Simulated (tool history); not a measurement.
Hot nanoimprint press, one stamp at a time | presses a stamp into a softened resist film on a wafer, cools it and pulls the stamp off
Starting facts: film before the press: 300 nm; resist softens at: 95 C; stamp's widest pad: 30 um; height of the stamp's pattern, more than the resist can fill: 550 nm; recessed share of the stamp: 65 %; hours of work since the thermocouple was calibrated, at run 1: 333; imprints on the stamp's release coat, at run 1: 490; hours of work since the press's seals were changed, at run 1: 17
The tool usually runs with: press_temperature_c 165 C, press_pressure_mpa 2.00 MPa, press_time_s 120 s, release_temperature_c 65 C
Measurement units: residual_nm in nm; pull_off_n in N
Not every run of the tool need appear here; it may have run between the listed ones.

run	hour	press_temperature_c	press_pressure_mpa	press_time_s	release_temperature_c	hours of work since the thermocouple was calibrated	imprints on the stamp's release coat	hours of work since the press's seals were changed	residual_nm	pull_off_n
1	0.0	165	2.00	120	65	333	490	17	126.6	184
2	17.2	165	2.00	120	68	343	537	26	126.2	177
# hour 30.6: plate thermocouple calibrated
3	30.6	165	2.00	120	68	0	565	32	117.1	167
4	39.7	165	2.00	236	65	5	590	37	88.5	182
5	49.4	165	2.00	236	65	10	616	42	88.3	185
6	65.9	165	2.00	120	72	20	661	52	116.3	154
7	80.9	165	2.00	120	65	28	702	60	117.5	197
8	101.4	165	2.00	120	55	39	758	71	117.9	235
9	117.4	165	2.00	120	55	48	802	80	116.8	238
10	138.4	165	2.00	120	55	60	859	92	118.6	246
11	156.2	165	2.00	120	55	70	908	102	118.0	242
12	176.7	165	2.00	120	55	81	963	113	120.2	250
13	188.7	165	2.00	235	65	88	996	120	91.0	190
14	211.1	165	2.00	61	50	100	1057	132	154.4	280
15	225.9	165	2.00	171	62	109	1097	140	104.6	214
16	243.0	173	2.70	159	67	118	1144	150	64.6	188
17	259.6	173	2.70	159	67	127	1189	159	63.8	192
18	277.4	170	1.42	120	65	137	1238	169	114.2	198
19	286.6	165	2.93	213	62	142	1263	174	78.2	214
20	304.3	165	2.93	213	62	152	1311	184	79.1	216
21	318.7	165	2.00	93	70	160	1350	192	136.5	177
# hour 340.0: stamp cleaned and given a new release coat
22	340.0	165	2.00	93	63	169	0	201	134.1	179
23	351.8	165	2.00	93	63	175	32	207	134.7	184
24	370.9	167	2.22	209	65	186	84	218	84.2	175
25	392.3	167	2.22	209	65	198	143	230	84.5	167

Hidden condition of the tool, last listed run before each entry between runs versus first listed run after:
After run 2, before run 3: plate thermocouple calibrated (hour 30.6)
  true temperature over the reading, C: -1.37 -> 0.28; pressure that arrives at the usual setting, %: 99.82 -> 99.78; grip of the stamp's worn release coat, % over a new coat's: 8.5 -> 8.9
  difference, measured minus the result without the unlogged condition, residual_nm: +7.5 -> -1.4 nm; pull_off_n: +20 -> +12 N
After run 21, before run 22: stamp cleaned and given a new release coat (hour 340.0)
  true temperature over the reading, C: -0.24 -> -0.27; pressure that arrives at the usual setting, %: 98.8 -> 98.75; grip of the stamp's worn release coat, % over a new coat's: 21.7 -> 0
  difference, measured minus the result without the unlogged condition, residual_nm: +2.1 -> +2.3 nm; pull_off_n: +33 -> +1 N
